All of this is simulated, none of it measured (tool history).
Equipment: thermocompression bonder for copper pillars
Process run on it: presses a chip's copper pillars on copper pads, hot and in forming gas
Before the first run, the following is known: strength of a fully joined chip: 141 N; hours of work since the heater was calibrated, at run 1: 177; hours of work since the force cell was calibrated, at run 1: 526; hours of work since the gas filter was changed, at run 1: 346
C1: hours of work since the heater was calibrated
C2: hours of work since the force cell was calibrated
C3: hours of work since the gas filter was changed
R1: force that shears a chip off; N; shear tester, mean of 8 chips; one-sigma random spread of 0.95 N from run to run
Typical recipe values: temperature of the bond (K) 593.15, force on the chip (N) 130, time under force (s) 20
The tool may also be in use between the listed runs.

run 1 day=0.000 | temperature_of_the_bond_(K)=593.15 force_on_the_chip_(N)=130 time_under_force_(s)=20 | C1=177 C2=526 C3=346 | R1=84.0
run 2 day=0.196 | temperature_of_the_bond_(K)=593.15 force_on_the_chip_(N)=130 time_under_force_(s)=20 | C1=180 C2=529 C3=350 | R1=80.0
run 3 day=0.525 | temperature_of_the_bond_(K)=593.15 force_on_the_chip_(N)=130 time_under_force_(s)=20 | C1=185 C2=534 C3=355 | R1=82.6
run 4 day=0.712 | temperature_of_the_bond_(K)=593.15 force_on_the_chip_(N)=130 time_under_force_(s)=31 | C1=188 C2=537 C3=358 | R1=93.0
run 5 day=0.888 | temperature_of_the_bond_(K)=593.15 force_on_the_chip_(N)=141 time_under_force_(s)=20 | C1=190 C2=540 C3=360 | R1=86.6
run 6 day=1.212 | temperature_of_the_bond_(K)=593.15 force_on_the_chip_(N)=130 time_under_force_(s)=20 | C1=196 C2=545 C3=365 | R1=80.8
run 7 day=1.562 | temperature_of_the_bond_(K)=593.15 force_on_the_chip_(N)=130 time_under_force_(s)=20 | C1=201 C2=550 C3=371 | R1=80.9
run 8 day=1.879 | temperature_of_the_bond_(K)=593.15 force_on_the_chip_(N)=130 time_under_force_(s)=20 | C1=206 C2=555 C3=376 | R1=81.4
run 9 day=2.233 | temperature_of_the_bond_(K)=593.15 force_on_the_chip_(N)=112 time_under_force_(s)=20 | C1=211 C2=561 C3=381 | R1=72.7
run 10 day=2.467 | temperature_of_the_bond_(K)=593.15 force_on_the_chip_(N)=112 time_under_force_(s)=20 | C1=215 C2=564 C3=385 | R1=72.6
run 11 day=2.838 | temperature_of_the_bond_(K)=593.15 force_on_the_chip_(N)=112 time_under_force_(s)=20 | C1=221 C2=570 C3=390 | R1=73.6
run 12 day=3.058 | temperature_of_the_bond_(K)=593.15 force_on_the_chip_(N)=90 time_under_force_(s)=20 | C1=224 C2=573 C3=394 | R1=61.2
run 13 day=3.442 | temperature_of_the_bond_(K)=593.15 force_on_the_chip_(N)=90 time_under_force_(s)=20 | C1=230 C2=579 C3=400 | R1=60.9
run 14 day=3.658 | temperature_of_the_bond_(K)=593.15 force_on_the_chip_(N)=90 time_under_force_(s)=20 | C1=233 C2=583 C3=403 | R1=61.4
-- day=3.933 forming gas filter changed
run 15 day=4.008 | temperature_of_the_bond_(K)=593.15 force_on_the_chip_(N)=90 time_under_force_(s)=20 | C1=239 C2=588 C3=1 | R1=66.3
run 16 day=4.354 | temperature_of_the_bond_(K)=593.15 force_on_the_chip_(N)=90 time_under_force_(s)=20 | C1=244 C2=593 C3=6 | R1=67.6
run 17 day=4.604 | temperature_of_the_bond_(K)=593.15 force_on_the_chip_(N)=90 time_under_force_(s)=20 | C1=248 C2=597 C3=10 | R1=65.9
run 18 day=4.992 | temperature_of_the_bond_(K)=593.15 force_on_the_chip_(N)=130 time_under_force_(s)=20 | C1=254 C2=603 C3=16 | R1=90.6
run 19 day=5.400 | temperature_of_the_bond_(K)=593.15 force_on_the_chip_(N)=130 time_under_force_(s)=20 | C1=260 C2=609 C3=23 | R1=88.2
run 20 day=5.771 | temperature_of_the_bond_(K)=593.15 force_on_the_chip_(N)=130 time_under_force_(s)=20 | C1=266 C2=615 C3=28 | R1=86.8
run 21 day=6.096 | temperature_of_the_bond_(K)=593.15 force_on_the_chip_(N)=130 time_under_force_(s)=20 | C1=271 C2=620 C3=33 | R1=87.1
run 22 day=6.300 | temperature_of_the_bond_(K)=593.15 force_on_the_chip_(N)=130 time_under_force_(s)=20 | C1=274 C2=623 C3=37 | R1=89.7
run 23 day=6.708 | temperature_of_the_bond_(K)=593.15 force_on_the_chip_(N)=130 time_under_force_(s)=20 | C1=280 C2=630 C3=43 | R1=85.4
run 24 day=6.908 | temperature_of_the_bond_(K)=593.15 force_on_the_chip_(N)=157 time_under_force_(s)=32 | C1=283 C2=633 C3=46 | R1=110.6
run 25 day=7.100 | temperature_of_the_bond_(K)=593.15 force_on_the_chip_(N)=157 time_under_force_(s)=32 | C1=286 C2=636 C3=49 | R1=110.6
run 26 day=7.350 | temperature_of_the_bond_(K)=593.15 force_on_the_chip_(N)=85 time_under_force_(s)=45 | C1=290 C2=639 C3=53 | R1=80.9
-- day=7.450 force cell calibrated
run 27 day=7.804 | temperature_of_the_bond_(K)=568.15 force_on_the_chip_(N)=147 time_under_force_(s)=17 | C1=296 C2=5 C3=59 | R1=69.3
run 28 day=7.967 | temperature_of_the_bond_(K)=568.15 force_on_the_chip_(N)=147 time_under_force_(s)=17 | C1=299 C2=8 C3=62 | R1=67.8
-- day=8.354 force cell calibrated, once more
run 29 day=8.375 | temperature_of_the_bond_(K)=603.15 force_on_the_chip_(N)=147 time_under_force_(s)=32 | C1=304 C2=0 C3=67 | R1=109.6
run 30 day=8.646 | temperature_of_the_bond_(K)=593.15 force_on_the_chip_(N)=82 time_under_force_(s)=32 | C1=308 C2=5 C3=71 | R1=69.9
run 31 day=8.971 | temperature_of_the_bond_(K)=612.15 force_on_the_chip_(N)=130 time_under_force_(s)=22 | C1=313 C2=10 C3=76 | R1=100.4
run 32 day=9.317 | temperature_of_the_bond_(K)=612.15 force_on_the_chip_(N)=145 time_under_force_(s)=17 | C1=319 C2=15 C3=81 | R1=101.3
run 33 day=9.696 | temperature_of_the_bond_(K)=612.15 force_on_the_chip_(N)=145 time_under_force_(s)=17 | C1=325 C2=21 C3=87 | R1=103.3
run 34 day=9.925 | temperature_of_the_bond_(K)=593.15 force_on_the_chip_(N)=122 time_under_force_(s)=20 | C1=328 C2=24 C3=91 | R1=80.9
run 35 day=10.275 | temperature_of_the_bond_(K)=617.15 force_on_the_chip_(N)=110 time_under_force_(s)=24 | C1=334 C2=30 C3=96 | R1=99.2
run 36 day=10.529 | temperature_of_the_bond_(K)=593.15 force_on_the_chip_(N)=168 time_under_force_(s)=33 | C1=338 C2=34 C3=100 | R1=108.3
run 37 day=10.704 | temperature_of_the_bond_(K)=618.15 force_on_the_chip_(N)=100 time_under_force_(s)=18 | C1=340 C2=36 C3=103 | R1=84.7
run 38 day=10.888 | temperature_of_the_bond_(K)=615.15 force_on_the_chip_(N)=84 time_under_force_(s)=11 | C1=343 C2=39 C3=106 | R1=61.7
run 39 day=11.125 | temperature_of_the_bond_(K)=615.15 force_on_the_chip_(N)=84 time_under_force_(s)=11 | C1=347 C2=43 C3=109 | R1=62.2
run 40 day=11.371 | temperature_of_the_bond_(K)=623.15 force_on_the_chip_(N)=85 time_under_force_(s)=11 | C1=351 C2=47 C3=113 | R1=66.7

Branching from run 40: 3 alternative next runs. What would each branch give?
run A day=11.600 | temperature_of_the_bond_(K)=593.15 force_on_the_chip_(N)=100 time_under_force_(s)=20 | C1=354 C2=50 C3=117 | R1=?
run B day=11.600 | temperature_of_the_bond_(K)=619.15 force_on_the_chip_(N)=130 time_under_force_(s)=39 | C1=354 C2=50 C3=117 | R1=?
run C day=11.600 | temperature_of_the_bond_(K)=623.15 force_on_the_chip_(N)=180 time_under_force_(s)=10 | C1=354 C2=50 C3=117 | R1=?

run=A R1=67.8
run=B R1=119.2
run=C R1=108.1
Take away the tool's hidden state, keep each run's random variation, and the runs would have read:
run=A R1=70.9
run=B R1=123.2
run=C R1=112.0

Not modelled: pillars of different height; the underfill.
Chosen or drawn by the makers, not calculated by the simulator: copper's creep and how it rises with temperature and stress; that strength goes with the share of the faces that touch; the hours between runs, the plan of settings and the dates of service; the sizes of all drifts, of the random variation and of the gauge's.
